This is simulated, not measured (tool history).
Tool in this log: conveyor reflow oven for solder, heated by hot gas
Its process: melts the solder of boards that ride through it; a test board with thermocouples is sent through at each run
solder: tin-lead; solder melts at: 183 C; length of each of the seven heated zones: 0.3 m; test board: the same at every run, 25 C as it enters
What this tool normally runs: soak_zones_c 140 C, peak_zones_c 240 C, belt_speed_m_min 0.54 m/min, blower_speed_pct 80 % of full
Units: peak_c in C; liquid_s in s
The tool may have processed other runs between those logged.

{"run": 1, "hour": 0.0, "soak_zones_c": 140, "peak_zones_c": 240, "belt_speed_m_min": 0.54, "blower_speed_pct": 80, "peak_c": 224, "liquid_s": 55.88}
{"run": 2, "hour": 35.9, "soak_zones_c": 140, "peak_zones_c": 240, "belt_speed_m_min": 0.54, "blower_speed_pct": 80, "peak_c": 223.7, "liquid_s": 55.77}
{"run": 3, "hour": 69.0, "soak_zones_c": 140, "peak_zones_c": 240, "belt_speed_m_min": 0.54, "blower_speed_pct": 80, "peak_c": 223.4, "liquid_s": 55.52}
{"run": 4, "hour": 105.8, "soak_zones_c": 140, "peak_zones_c": 240, "belt_speed_m_min": 0.54, "blower_speed_pct": 80, "peak_c": 223.5, "liquid_s": 55.62}
{"run": 5, "hour": 142.6, "soak_zones_c": 140, "peak_zones_c": 240, "belt_speed_m_min": 0.54, "blower_speed_pct": 80, "peak_c": 223.3, "liquid_s": 55.5}
{"hour": 160.5, "done": "flux residue cleaned out of gas plates and filters"}
{"run": 6, "hour": 196.3, "soak_zones_c": 140, "peak_zones_c": 240, "belt_speed_m_min": 0.54, "blower_speed_pct": 80, "peak_c": 224.2, "liquid_s": 56.35}
{"run": 7, "hour": 231.9, "soak_zones_c": 140, "peak_zones_c": 240, "belt_speed_m_min": 0.54, "blower_speed_pct": 80, "peak_c": 224.3, "liquid_s": 56.12}
{"run": 8, "hour": 285.6, "soak_zones_c": 140, "peak_zones_c": 240, "belt_speed_m_min": 0.54, "blower_speed_pct": 80, "peak_c": 223.6, "liquid_s": 56.12}
{"run": 9, "hour": 317.1, "soak_zones_c": 140, "peak_zones_c": 240, "belt_speed_m_min": 0.54, "blower_speed_pct": 80, "peak_c": 223.3, "liquid_s": 55.97}
{"run": 10, "hour": 364.4, "soak_zones_c": 140, "peak_zones_c": 240, "belt_speed_m_min": 0.54, "blower_speed_pct": 80, "peak_c": 223.2, "liquid_s": 55.76}
{"run": 11, "hour": 433.4, "soak_zones_c": 140, "peak_zones_c": 240, "belt_speed_m_min": 0.54, "blower_speed_pct": 80, "peak_c": 222.9, "liquid_s": 55.62}
{"run": 12, "hour": 493.7, "soak_zones_c": 140, "peak_zones_c": 240, "belt_speed_m_min": 0.54, "blower_speed_pct": 80, "peak_c": 222.7, "liquid_s": 55.33}
{"run": 13, "hour": 524.4, "soak_zones_c": 140, "peak_zones_c": 240, "belt_speed_m_min": 0.54, "blower_speed_pct": 80, "peak_c": 222.1, "liquid_s": 55.46}
{"run": 14, "hour": 552.2, "soak_zones_c": 140, "peak_zones_c": 240, "belt_speed_m_min": 0.517, "blower_speed_pct": 80, "peak_c": 223.8, "liquid_s": 58.81}
{"run": 15, "hour": 580.8, "soak_zones_c": 140, "peak_zones_c": 240, "belt_speed_m_min": 0.517, "blower_speed_pct": 80, "peak_c": 223.6, "liquid_s": 58.64}
{"hour": 589.8, "done": "flux residue cleaned out of gas plates and filters"}
{"run": 16, "hour": 644.9, "soak_zones_c": 137, "peak_zones_c": 240, "belt_speed_m_min": 0.552, "blower_speed_pct": 63, "peak_c": 217.6, "liquid_s": 49.67}
{"run": 17, "hour": 710.9, "soak_zones_c": 140, "peak_zones_c": 243, "belt_speed_m_min": 0.474, "blower_speed_pct": 88, "peak_c": 230.8, "liquid_s": 68.95}
{"run": 18, "hour": 762.4, "soak_zones_c": 140, "peak_zones_c": 243, "belt_speed_m_min": 0.474, "blower_speed_pct": 88, "peak_c": 230.8, "liquid_s": 68.85}
{"run": 19, "hour": 797.7, "soak_zones_c": 149, "peak_zones_c": 239, "belt_speed_m_min": 0.594, "blower_speed_pct": 69, "peak_c": 217.8, "liquid_s": 50.14}
{"run": 20, "hour": 859.1, "soak_zones_c": 148, "peak_zones_c": 240, "belt_speed_m_min": 0.459, "blower_speed_pct": 80, "peak_c": 227.3, "liquid_s": 72.17}
{"hour": 886.1, "done": "thermocouples of zones 6 and 7 changed"}
{"run": 21, "hour": 913.4, "soak_zones_c": 132, "peak_zones_c": 240, "belt_speed_m_min": 0.54, "blower_speed_pct": 69, "peak_c": 222, "liquid_s": 52.52}
{"run": 22, "hour": 947.9, "soak_zones_c": 132, "peak_zones_c": 253, "belt_speed_m_min": 0.54, "blower_speed_pct": 69, "peak_c": 232.8, "liquid_s": 58.59}
{"run": 23, "hour": 992.2, "soak_zones_c": 151, "peak_zones_c": 253, "belt_speed_m_min": 0.54, "blower_speed_pct": 87, "peak_c": 240.3, "liquid_s": 67.11}
{"hour": 1019.3, "done": "flux residue cleaned out of gas plates and filters"}
{"run": 24, "hour": 1039.6, "soak_zones_c": 146, "peak_zones_c": 231, "belt_speed_m_min": 0.488, "blower_speed_pct": 59, "peak_c": 216.9, "liquid_s": 59.97}
{"run": 25, "hour": 1084.0, "soak_zones_c": 146, "peak_zones_c": 235, "belt_speed_m_min": 0.562, "blower_speed_pct": 75, "peak_c": 220.9, "liquid_s": 54.68}
{"run": 26, "hour": 1152.2, "soak_zones_c": 145, "peak_zones_c": 240, "belt_speed_m_min": 0.557, "blower_speed_pct": 69, "peak_c": 223.1, "liquid_s": 55.92}
{"run": 27, "hour": 1195.0, "soak_zones_c": 140, "peak_zones_c": 240, "belt_speed_m_min": 0.497, "blower_speed_pct": 89, "peak_c": 230.4, "liquid_s": 65.66}
{"run": 28, "hour": 1247.1, "soak_zones_c": 136, "peak_zones_c": 240, "belt_speed_m_min": 0.54, "blower_speed_pct": 77, "peak_c": 224.2, "liquid_s": 56.15}
{"run": 29, "hour": 1277.4, "soak_zones_c": 136, "peak_zones_c": 240, "belt_speed_m_min": 0.509, "blower_speed_pct": 77, "peak_c": 226.1, "liquid_s": 60.49}

4 ways to go on from here, each from the tool as it stands after run 29. What would each give?
{"hour": 1313.0, "done": "belt drive overhauled, speed set with a stopwatch"}
{"run": "A", "hour": 1322.2, "soak_zones_c": 134, "peak_zones_c": 241, "belt_speed_m_min": 0.491, "blower_speed_pct": 80, "peak_c": "?", "liquid_s": "?"}
{"hour": 1313.0, "done": "belt drive overhauled, speed set with a stopwatch"}
{"run": "B", "hour": 1322.2, "soak_zones_c": 148, "peak_zones_c": 240, "belt_speed_m_min": 0.54, "blower_speed_pct": 80, "peak_c": "?", "liquid_s": "?"}
{"hour": 1313.0, "done": "belt drive overhauled, speed set with a stopwatch"}
{"run": "C", "hour": 1322.2, "soak_zones_c": 151, "peak_zones_c": 246, "belt_speed_m_min": 0.519, "blower_speed_pct": 77, "peak_c": "?", "liquid_s": "?"}
{"hour": 1313.0, "done": "belt drive overhauled, speed set with a stopwatch"}
{"run": "D", "hour": 1322.2, "soak_zones_c": 140, "peak_zones_c": 240, "belt_speed_m_min": 0.431, "blower_speed_pct": 67, "peak_c": "?", "liquid_s": "?"}

run=A peak_c=227.5 liquid_s=61.04
run=B peak_c=226 liquid_s=58.66
run=C peak_c=231.7 liquid_s=64.51
run=D peak_c=227.5 liquid_s=71.5
Had the tool no hidden state, the same runs would have come out as:
run=A peak_c=229.9 liquid_s=62.43
run=B peak_c=228.4 liquid_s=59.84
run=C peak_c=234.1 liquid_s=65.44
run=D peak_c=229.7 liquid_s=72.83
